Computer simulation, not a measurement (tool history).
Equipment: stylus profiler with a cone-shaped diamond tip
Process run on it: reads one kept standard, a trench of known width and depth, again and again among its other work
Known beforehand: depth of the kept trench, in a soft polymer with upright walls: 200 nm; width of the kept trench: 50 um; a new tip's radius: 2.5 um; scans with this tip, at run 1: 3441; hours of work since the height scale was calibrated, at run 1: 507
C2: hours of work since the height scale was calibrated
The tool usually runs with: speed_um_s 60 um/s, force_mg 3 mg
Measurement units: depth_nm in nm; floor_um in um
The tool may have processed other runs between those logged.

Run 1, hour 0: usual settings; scans with this tip 3441; C2 507. Result: depth_nm 202.98 nm, floor_um 47.65 um.
Run 2, hour 30.5: usual settings; scans with this tip 3587; C2 528. Result: depth_nm 202.95 nm, floor_um 47.67 um.
Run 3, hour 68: usual settings; scans with this tip 3768; C2 555. Result: depth_nm 202.95 nm, floor_um 47.66 um.
Run 4, hour 103.4: usual settings; scans with this tip 3937; C2 580. Result: depth_nm 202.8 nm, floor_um 47.69 um.
Run 5, hour 124.6: usual settings; scans with this tip 4039; C2 595. Result: depth_nm 202.75 nm, floor_um 47.65 um.
Run 6, hour 140.9: usual settings; scans with this tip 4118; C2 607. Result: depth_nm 202.85 nm, floor_um 47.65 um.
At hour 143.3: height scale calibrated on a step standard.
Run 7, hour 176.3: usual settings; scans with this tip 4285; C2 23. Result: depth_nm 202.66 nm, floor_um 47.63 um.
Run 8, hour 198.5: usual settings; scans with this tip 4392; C2 39. Result: depth_nm 202.67 nm, floor_um 47.66 um.
Run 9, hour 215.2: usual settings but speed_um_s 210 um/s; scans with this tip 4472; C2 51. Result: depth_nm 202.6 nm, floor_um 47.04 um.
Run 10, hour 232.3: usual settings but speed_um_s 211 um/s, force_mg 2.51 mg; scans with this tip 4555; C2 63. Result: depth_nm 202.34 nm, floor_um 47.02 um.
Run 11, hour 262.3: usual settings but speed_um_s 211 um/s, force_mg 2.51 mg; scans with this tip 4699; C2 84. Result: depth_nm 202.18 nm, floor_um 46.99 um.
At hour 267.6: height scale calibrated on a step standard, once more.
Run 12, hour 288.2: usual settings but speed_um_s 35 um/s, force_mg 4.08 mg; scans with this tip 4821; C2 15. Result: depth_nm 203.9 nm, floor_um 47.74 um.
Run 13, hour 309.3: usual settings but speed_um_s 137 um/s, force_mg 3.76 mg; scans with this tip 4923; C2 30. Result: depth_nm 203.64 nm, floor_um 47.41 um.
Run 14, hour 328.4: usual settings but speed_um_s 61 um/s, force_mg 1.05 mg; scans with this tip 5014; C2 43. Result: depth_nm 201.64 nm, floor_um 47.47 um.
Run 15, hour 348.4: usual settings but speed_um_s 152 um/s, force_mg 1.05 mg; scans with this tip 5111; C2 57. Result: depth_nm 201.47 nm, floor_um 46.94 um.
Run 16, hour 366.2: usual settings but speed_um_s 86 um/s, force_mg 5.57 mg; scans with this tip 5196; C2 70. Result: depth_nm 204.71 nm, floor_um 47.64 um.
Run 17, hour 399.4: usual settings but speed_um_s 86 um/s, force_mg 5.57 mg; scans with this tip 5356; C2 93. Result: depth_nm 204.56 nm, floor_um 47.6 um.
Run 18, hour 416: usual settings but speed_um_s 41 um/s, force_mg 4.29 mg; scans with this tip 5436; C2 105. Result: depth_nm 203.9 nm, floor_um 47.74 um.

Branching from run 18: 3 alternative next runs. What would each branch give?
Run A, hour 446.9: usual settings but speed_um_s 19 um/s, force_mg 8.85 mg; scans with this tip 5584; C2 127. Result: depth_nm ?, floor_um ?.
Run B, hour 446.9: usual settings but speed_um_s 41 um/s, force_mg 3.45 mg; scans with this tip 5584; C2 127. Result: depth_nm ?, floor_um ?.
Run C, hour 446.9: usual settings but force_mg 8.41 mg; scans with this tip 5584; C2 127. Result: depth_nm ?, floor_um ?.

run  depth_nm  floor_um
  A    206.36     47.83
  B    203.31     47.69
  C    206.02     47.72
With no hidden state in the tool, these same runs would have given:
run  depth_nm  floor_um
  A    206.44     48.04
  B    203.39      47.9
  C     206.1     47.93
